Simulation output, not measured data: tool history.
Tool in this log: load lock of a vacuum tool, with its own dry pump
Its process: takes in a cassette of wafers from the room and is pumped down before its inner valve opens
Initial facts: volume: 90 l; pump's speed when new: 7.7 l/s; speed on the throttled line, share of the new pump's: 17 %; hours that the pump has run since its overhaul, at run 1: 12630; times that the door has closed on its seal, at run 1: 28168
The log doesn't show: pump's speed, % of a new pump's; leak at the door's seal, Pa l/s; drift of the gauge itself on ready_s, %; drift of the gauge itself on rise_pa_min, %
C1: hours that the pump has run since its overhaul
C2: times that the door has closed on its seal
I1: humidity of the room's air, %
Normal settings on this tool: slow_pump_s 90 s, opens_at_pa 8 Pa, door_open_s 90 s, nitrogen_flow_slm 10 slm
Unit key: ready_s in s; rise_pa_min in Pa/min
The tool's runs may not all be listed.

{"run": 1, "hour": 0.0, "slow_pump_s": 90, "opens_at_pa": 8, "door_open_s": 90, "nitrogen_flow_slm": 10, "C1": 12630, "C2": 28168, "I1": 43.1, "ready_s": 215.0, "rise_pa_min": 0.329}
{"run": 2, "hour": 216.1, "slow_pump_s": 90, "opens_at_pa": 8, "door_open_s": 90, "nitrogen_flow_slm": 10, "C1": 12846, "C2": 29174, "I1": 46.3, "ready_s": 212.6, "rise_pa_min": 0.351}
{"run": 3, "hour": 513.9, "slow_pump_s": 90, "opens_at_pa": 8, "door_open_s": 90, "nitrogen_flow_slm": 10, "C1": 13144, "C2": 30561, "I1": 40.7, "ready_s": 214.1, "rise_pa_min": 0.374}
{"run": 4, "hour": 816.6, "slow_pump_s": 90, "opens_at_pa": 8, "door_open_s": 90, "nitrogen_flow_slm": 10, "C1": 13447, "C2": 31971, "I1": 46.9, "ready_s": 216.1, "rise_pa_min": 0.396}
{"run": 5, "hour": 1088.1, "slow_pump_s": 90, "opens_at_pa": 8, "door_open_s": 90, "nitrogen_flow_slm": 10, "C1": 13718, "C2": 33235, "I1": 44.9, "ready_s": 217.1, "rise_pa_min": 0.424}
{"run": 6, "hour": 1359.1, "slow_pump_s": 90, "opens_at_pa": 8, "door_open_s": 90, "nitrogen_flow_slm": 6, "C1": 13989, "C2": 34496, "I1": 44.8, "ready_s": 220.3, "rise_pa_min": 0.46}
{"hour": 1478.8, "done": "dry pump taken out, an overhauled one fitted"}
{"run": 7, "hour": 1633.8, "slow_pump_s": 90, "opens_at_pa": 8, "door_open_s": 90, "nitrogen_flow_slm": 10, "C1": 155, "C2": 35748, "I1": 42.8, "ready_s": 185.5, "rise_pa_min": 0.468}
{"run": 8, "hour": 1809.8, "slow_pump_s": 90, "opens_at_pa": 8, "door_open_s": 90, "nitrogen_flow_slm": 10, "C1": 331, "C2": 36567, "I1": 42.8, "ready_s": 186.4, "rise_pa_min": 0.5}
{"run": 9, "hour": 2008.3, "slow_pump_s": 90, "opens_at_pa": 8, "door_open_s": 90, "nitrogen_flow_slm": 10, "C1": 529, "C2": 37492, "I1": 43.3, "ready_s": 187.5, "rise_pa_min": 0.511}
{"run": 10, "hour": 2147.6, "slow_pump_s": 90, "opens_at_pa": 8, "door_open_s": 90, "nitrogen_flow_slm": 10, "C1": 669, "C2": 38140, "I1": 45.9, "ready_s": 186.0, "rise_pa_min": 0.537}
{"run": 11, "hour": 2352.3, "slow_pump_s": 90, "opens_at_pa": 6, "door_open_s": 90, "nitrogen_flow_slm": 10, "C1": 873, "C2": 39093, "I1": 46.5, "ready_s": 190.4, "rise_pa_min": 0.565}
{"run": 12, "hour": 2540.9, "slow_pump_s": 90, "opens_at_pa": 6, "door_open_s": 90, "nitrogen_flow_slm": 10, "C1": 1062, "C2": 39972, "I1": 45.6, "ready_s": 193.1, "rise_pa_min": 0.569}
{"hour": 2667.1, "done": "door's seal changed, seat wiped"}
{"run": 13, "hour": 2770.2, "slow_pump_s": 90, "opens_at_pa": 6, "door_open_s": 90, "nitrogen_flow_slm": 10, "C1": 1290, "C2": 480, "I1": 44.1, "ready_s": 191.2, "rise_pa_min": 0.042}
{"run": 14, "hour": 2989.0, "slow_pump_s": 90, "opens_at_pa": 6, "door_open_s": 90, "nitrogen_flow_slm": 12, "C1": 1509, "C2": 1499, "I1": 46.9, "ready_s": 192.3, "rise_pa_min": 0.046}
{"run": 15, "hour": 3271.7, "slow_pump_s": 116, "opens_at_pa": 8, "door_open_s": 41, "nitrogen_flow_slm": 4, "C1": 1791, "C2": 2816, "I1": 46.9, "ready_s": 209.3, "rise_pa_min": 0.042}
{"run": 16, "hour": 3553.6, "slow_pump_s": 90, "opens_at_pa": 8, "door_open_s": 61, "nitrogen_flow_slm": 19, "C1": 2073, "C2": 4128, "I1": 45.6, "ready_s": 188.3, "rise_pa_min": 0.043}
{"run": 17, "hour": 3827.3, "slow_pump_s": 90, "opens_at_pa": 11, "door_open_s": 90, "nitrogen_flow_slm": 33, "C1": 2347, "C2": 5402, "I1": 43.1, "ready_s": 185.9, "rise_pa_min": 0.052}
{"run": 18, "hour": 4061.7, "slow_pump_s": 127, "opens_at_pa": 11, "door_open_s": 90, "nitrogen_flow_slm": 33, "C1": 2581, "C2": 6494, "I1": 45.8, "ready_s": 218.5, "rise_pa_min": 0.06}
{"run": 19, "hour": 4278.3, "slow_pump_s": 127, "opens_at_pa": 11, "door_open_s": 90, "nitrogen_flow_slm": 33, "C1": 2798, "C2": 7503, "I1": 45.6, "ready_s": 218.6, "rise_pa_min": 0.069}
{"run": 20, "hour": 4525.7, "slow_pump_s": 71, "opens_at_pa": 9, "door_open_s": 81, "nitrogen_flow_slm": 8, "C1": 3045, "C2": 8655, "I1": 43.2, "ready_s": 173.7, "rise_pa_min": 0.098}
{"run": 21, "hour": 4747.2, "slow_pump_s": 90, "opens_at_pa": 8, "door_open_s": 34, "nitrogen_flow_slm": 13, "C1": 3267, "C2": 9686, "I1": 47.2, "ready_s": 192.8, "rise_pa_min": 0.085}

Alternative continuations, all from the tool just after run 21; predict every row:
{"run": "A", "hour": 4927.3, "slow_pump_s": 90, "opens_at_pa": 14, "door_open_s": 69, "nitrogen_flow_slm": 10, "C1": 3447, "C2": 10525, "I1": 46.7, "ready_s": "?", "rise_pa_min": "?"}
{"run": "B", "hour": 4927.3, "slow_pump_s": 72, "opens_at_pa": 8, "door_open_s": 34, "nitrogen_flow_slm": 13, "C1": 3447, "C2": 10525, "I1": 45.3, "ready_s": "?", "rise_pa_min": "?"}
{"run": "C", "hour": 4927.3, "slow_pump_s": 90, "opens_at_pa": 8, "door_open_s": 47, "nitrogen_flow_slm": 23, "C1": 3447, "C2": 10525, "I1": 44.8, "ready_s": "?", "rise_pa_min": "?"}
{"run": "D", "hour": 4927.3, "slow_pump_s": 78, "opens_at_pa": 8, "door_open_s": 34, "nitrogen_flow_slm": 13, "C1": 3447, "C2": 10525, "I1": 43.5, "ready_s": "?", "rise_pa_min": "?"}

run=A ready_s=183.6 rise_pa_min=0.102
run=B ready_s=177.5 rise_pa_min=0.093
run=C ready_s=192.0 rise_pa_min=0.090
run=D ready_s=184.0 rise_pa_min=0.088
With no hidden state in the tool, these same runs would have given:
run=A ready_s=178.3 rise_pa_min=0.036
run=B ready_s=171.6 rise_pa_min=0.025
run=C ready_s=186.3 rise_pa_min=0.024
run=D ready_s=178.1 rise_pa_min=0.020
